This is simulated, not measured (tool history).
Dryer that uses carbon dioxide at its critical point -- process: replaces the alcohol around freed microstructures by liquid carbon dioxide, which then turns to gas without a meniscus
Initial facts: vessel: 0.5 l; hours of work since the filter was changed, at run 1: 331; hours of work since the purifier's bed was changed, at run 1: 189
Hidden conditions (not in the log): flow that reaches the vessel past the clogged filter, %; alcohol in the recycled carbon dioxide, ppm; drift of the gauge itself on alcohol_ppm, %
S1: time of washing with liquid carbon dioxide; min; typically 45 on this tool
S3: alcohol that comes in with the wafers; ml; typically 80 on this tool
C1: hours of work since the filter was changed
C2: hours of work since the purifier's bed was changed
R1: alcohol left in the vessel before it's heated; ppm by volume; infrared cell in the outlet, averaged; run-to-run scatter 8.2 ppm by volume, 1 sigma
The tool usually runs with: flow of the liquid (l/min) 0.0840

Run 1, hour 0.0: usual settings; C1 331; C2 189. Result: R1 857 ppm by volume.
Run 2, hour 23.4: usual settings but S3 70 ml; C1 339; C2 197. Result: R1 734 ppm by volume.
Run 3, hour 39.4: usual settings but S3 70 ml; C1 345; C2 203. Result: R1 748 ppm by volume.
Run 4, hour 61.4: usual settings but S3 70 ml; C1 353; C2 211. Result: R1 779 ppm by volume.
Run 5, hour 84.3: usual settings but S3 70 ml; C1 361; C2 219. Result: R1 763 ppm by volume.
Run 6, hour 106.7: usual settings but S1 68 min; C1 369; C2 227. Result: R1 113 ppm by volume.
Run 7, hour 128.6: usual settings but S1 68 min; C1 377; C2 235. Result: R1 112 ppm by volume.
Run 8, hour 144.3: usual settings but S1 68 min; C1 383; C2 241. Result: R1 114 ppm by volume.
Run 9, hour 163.7: usual settings but S1 68 min, S3 38 ml; C1 390; C2 248. Result: R1 106 ppm by volume.
Run 10, hour 180.8: usual settings but S1 68 min, S3 38 ml; C1 396; C2 254. Result: R1 92 ppm by volume.
Run 11, hour 198.7: usual settings but S1 28 min, S3 27 ml; C1 402; C2 260. Result: R1 2244 ppm by volume.
Run 12, hour 212.6: usual settings but S1 65 min, flow of the liquid (l/min) 0.0598, S3 100 ml; C1 408; C2 265. Result: R1 1017 ppm by volume.
Run 13, hour 224.8: usual settings but S1 65 min, flow of the liquid (l/min) 0.0598, S3 100 ml; C1 412; C2 270. Result: R1 1046 ppm by volume.
Run 14, hour 240.7: usual settings but S1 65 min, flow of the liquid (l/min) 0.0598, S3 100 ml; C1 418; C2 275. Result: R1 1073 ppm by volume.
Run 15, hour 262.2: usual settings but S1 65 min, flow of the liquid (l/min) 0.0598, S3 100 ml; C1 425; C2 283. Result: R1 1070 ppm by volume.

For each run, the measured value with the value that run would have given without the tool's hidden condition subtracted. The run-to-run variation is shared by both, the gauge scatter possibly not:
run    R1
  1  +414
  2  +364
  3  +370
  4  +400
  5  +393
  6   +92
  7   +95
  8   +96
  9   +78
 10   +77
 11  +868
 12  +580
 13  +601
 14  +620
 15  +625

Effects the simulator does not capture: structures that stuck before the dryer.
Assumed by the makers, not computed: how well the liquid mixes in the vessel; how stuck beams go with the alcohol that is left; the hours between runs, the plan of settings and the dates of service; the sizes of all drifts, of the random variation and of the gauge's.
